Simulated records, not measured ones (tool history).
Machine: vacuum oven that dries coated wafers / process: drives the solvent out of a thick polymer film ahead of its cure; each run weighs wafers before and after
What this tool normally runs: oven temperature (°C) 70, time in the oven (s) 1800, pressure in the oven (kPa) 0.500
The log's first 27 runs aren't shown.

run,day,oven temperature (°C),time in the oven (s),pressure in the oven (kPa),solvent left in the film (%)
28,69.404,57,2580,0.419,5.41
29,71.054,57,2580,0.419,5.28
30,73.204,56,2400,1.326,6.67
31,75.154,73,1800,0.500,2.90
# day 75.983: vacuum gauge cleaned of residue and calibrated, once more
32,78.558,73,2100,0.379,1.36
33,80.729,70,1560,0.500,3.01
34,82.917,73,1560,0.301,2.34
35,85.846,61,2700,0.503,2.57
36,88.079,61,2700,0.503,2.62
37,90.783,62,3000,0.993,2.36
38,92.475,77,2820,1.126,0.76
39,95.200,70,2160,0.500,1.75
40,96.938,70,2880,0.291,0.90
# day 97.779: oven's thermocouples calibrated
41,98.762,63,2100,0.761,3.77
42,101.346,70,960,0.307,5.63
43,103.483,70,2160,0.500,1.98
44,105.454,70,2160,0.500,2.07
45,107.729,70,1680,0.500,3.09
46,110.162,70,1680,0.500,3.05

Forecast each of these 4 alternatives for the next run:
A,112.233,75,1860,0.500,?
B,112.233,70,1680,0.790,?
C,112.233,65,1800,1.591,?
D,112.233,64,1680,0.774,?

run,solvent left in the film (%)
A,1.71
B,3.22
C,4.41
D,4.59
Stripped of hidden state, with their random variation kept, the same runs would have yielded:
run,solvent left in the film (%)
A,1.67
B,3.18
C,4.37
D,4.55
